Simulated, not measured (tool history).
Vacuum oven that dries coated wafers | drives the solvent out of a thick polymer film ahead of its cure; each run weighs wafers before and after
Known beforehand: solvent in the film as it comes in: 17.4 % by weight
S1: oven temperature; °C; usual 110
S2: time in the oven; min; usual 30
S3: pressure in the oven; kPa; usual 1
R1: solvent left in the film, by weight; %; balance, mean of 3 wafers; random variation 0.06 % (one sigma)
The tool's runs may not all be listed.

run    hour   S1  S2    S3    R1
  1       0  110  30     1  3.35
  2    26.5  110  30     1  3.28
  3    74.3  110  30     1   3.3
  4   122.8  110  30     1  3.23
  5     151  110  30     1   3.2
  6   201.6  110  29     1  3.44
  7   228.5  110  29     1   3.4
  8     280   97  30     1  6.71
  9   331.7  110  30     1  3.27
 10   357.9  110  30     1  3.25
 11   405.4  110  37     1  2.29
 12   457.7  110  37     1   2.4
 13     510  110  23     1  4.45
 14   571.4  110  23     1  4.36
      583.4  -- vacuum gauge cleaned of residue and calibrated
 15   620.4  122  23     1  1.82
 16   680.3  122  23     1  1.84
 17   707.4  118  23     1  2.56
 18   758.2  118  23     1  2.61
 19   814.9  111  17  0.52   5.5
      861.3  -- vacuum gauge cleaned of residue and calibrated, once more
 20   867.2  110  30  3.69  4.33
 21   893.1  110  30  0.73  2.96
 22   929.2  110  15  0.73  6.17
 23   979.1  121  15  1.63   3.7
 24  1012.5  110  36  1.46  2.41
 25  1074.4  110  36  1.46  2.53
 26  1101.7  109  36  1.46  2.74
 27  1134.7   96  30     1  6.83
 28  1175.4  125  30  2.73   1.2

Run 29, settings as shown, results not yet in. Your forecast:
 29  1212.7  125  30  2.73   ?

Run 29 came out at R1 1.29 %.
The same run, on a tool lacking any hidden state, would have yielded R1 1.43 %.
